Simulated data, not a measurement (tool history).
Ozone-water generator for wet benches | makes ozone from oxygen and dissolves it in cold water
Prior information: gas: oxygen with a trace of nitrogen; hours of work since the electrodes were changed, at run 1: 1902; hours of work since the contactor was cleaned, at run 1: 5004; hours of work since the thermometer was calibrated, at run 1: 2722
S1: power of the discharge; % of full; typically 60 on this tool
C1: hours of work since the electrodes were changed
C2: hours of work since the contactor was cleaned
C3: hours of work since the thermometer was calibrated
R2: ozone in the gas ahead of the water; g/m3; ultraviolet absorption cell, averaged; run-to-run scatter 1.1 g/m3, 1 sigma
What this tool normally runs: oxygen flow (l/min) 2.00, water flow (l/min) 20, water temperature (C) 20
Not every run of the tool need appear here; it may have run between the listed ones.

run 1 hour=0.0 | S1=60 oxygen_flow_(l/min)=2.00 water_flow_(l/min)=20 water_temperature_(C)=20 | C1=1902 C2=5004 C3=2722 | dissolved_ozone_(ppm)=11.8 R2=189.3
run 2 hour=175.4 | S1=60 oxygen_flow_(l/min)=2.00 water_flow_(l/min)=24 water_temperature_(C)=20 | C1=2033 C2=5135 C3=2853 | dissolved_ozone_(ppm)=10.2 R2=190.7
run 3 hour=273.0 | S1=60 oxygen_flow_(l/min)=2.00 water_flow_(l/min)=24 water_temperature_(C)=20 | C1=2106 C2=5208 C3=2926 | dissolved_ozone_(ppm)=9.8 R2=189.7
run 4 hour=466.1 | S1=60 oxygen_flow_(l/min)=2.00 water_flow_(l/min)=24 water_temperature_(C)=20 | C1=2250 C2=5352 C3=3071 | dissolved_ozone_(ppm)=9.8 R2=191.1
run 5 hour=572.5 | S1=60 oxygen_flow_(l/min)=2.00 water_flow_(l/min)=24 water_temperature_(C)=20 | C1=2330 C2=5432 C3=3150 | dissolved_ozone_(ppm)=9.9 R2=189.4
run 6 hour=740.9 | S1=60 oxygen_flow_(l/min)=2.00 water_flow_(l/min)=24 water_temperature_(C)=20 | C1=2456 C2=5558 C3=3276 | dissolved_ozone_(ppm)=9.7 R2=190.8
-- hour=754.1 contactor cleaned
run 7 hour=922.4 | S1=54 oxygen_flow_(l/min)=2.00 water_flow_(l/min)=20 water_temperature_(C)=20 | C1=2588 C2=126 C3=3409 | dissolved_ozone_(ppm)=10.7 R2=173.7
run 8 hour=1044.2 | S1=46 oxygen_flow_(l/min)=1.86 water_flow_(l/min)=12 water_temperature_(C)=15 | C1=2679 C2=217 C3=3500 | dissolved_ozone_(ppm)=15.5 R2=160.3
run 9 hour=1248.4 | S1=56 oxygen_flow_(l/min)=1.12 water_flow_(l/min)=12 water_temperature_(C)=14 | C1=2832 C2=369 C3=3652 | dissolved_ozone_(ppm)=15.0 R2=231.0
run 10 hour=1412.0 | S1=64 oxygen_flow_(l/min)=2.00 water_flow_(l/min)=23 water_temperature_(C)=22 | C1=2954 C2=492 C3=3774 | dissolved_ozone_(ppm)=10.3 R2=194.4
run 11 hour=1566.5 | S1=60 oxygen_flow_(l/min)=2.45 water_flow_(l/min)=20 water_temperature_(C)=26 | C1=3069 C2=607 C3=3890 | dissolved_ozone_(ppm)=11.5 R2=170.4
run 12 hour=1757.6 | S1=60 oxygen_flow_(l/min)=1.47 water_flow_(l/min)=20 water_temperature_(C)=20 | C1=3212 C2=750 C3=4033 | dissolved_ozone_(ppm)=10.3 R2=213.7
-- hour=1825.9 contactor cleaned, once more
run 13 hour=1879.6 | S1=60 oxygen_flow_(l/min)=1.47 water_flow_(l/min)=20 water_temperature_(C)=20 | C1=3300 C2=40 C3=4121 | dissolved_ozone_(ppm)=10.8 R2=213.0

Predict each of these 5 candidate next runs independently; none follows another, all start after run 13:
run A hour=2039.9 | S1=63 oxygen_flow_(l/min)=2.00 water_flow_(l/min)=12 water_temperature_(C)=20 | C1=3420 C2=160 C3=4241 | dissolved_ozone_(ppm)=? R2=?
run B hour=2039.9 | S1=53 oxygen_flow_(l/min)=2.00 water_flow_(l/min)=26 water_temperature_(C)=20 | C1=3420 C2=160 C3=4241 | dissolved_ozone_(ppm)=? R2=?
run C hour=2039.9 | S1=77 oxygen_flow_(l/min)=1.47 water_flow_(l/min)=16 water_temperature_(C)=24 | C1=3420 C2=160 C3=4241 | dissolved_ozone_(ppm)=? R2=?
run D hour=2039.9 | S1=54 oxygen_flow_(l/min)=2.00 water_flow_(l/min)=14 water_temperature_(C)=15 | C1=3420 C2=160 C3=4241 | dissolved_ozone_(ppm)=? R2=?
run E hour=2039.9 | S1=89 oxygen_flow_(l/min)=1.47 water_flow_(l/min)=20 water_temperature_(C)=20 | C1=3420 C2=160 C3=4241 | dissolved_ozone_(ppm)=? R2=?

run=A dissolved_ozone_(ppm)=18.4 R2=192.6
run=B dissolved_ozone_(ppm)=8.5 R2=171.3
run=C dissolved_ozone_(ppm)=15.0 R2=250.5
run=D dissolved_ozone_(ppm)=15.6 R2=171.4
run=E dissolved_ozone_(ppm)=13.8 R2=275.7
With the hidden condition removed and each run's random variation left untouched, the same runs would have given:
run=A dissolved_ozone_(ppm)=19.6 R2=203.8
run=B dissolved_ozone_(ppm)=9.0 R2=179.9
run=C dissolved_ozone_(ppm)=16.0 R2=267.3
run=D dissolved_ozone_(ppm)=16.5 R2=180.2
run=E dissolved_ozone_(ppm)=14.9 R2=296.0

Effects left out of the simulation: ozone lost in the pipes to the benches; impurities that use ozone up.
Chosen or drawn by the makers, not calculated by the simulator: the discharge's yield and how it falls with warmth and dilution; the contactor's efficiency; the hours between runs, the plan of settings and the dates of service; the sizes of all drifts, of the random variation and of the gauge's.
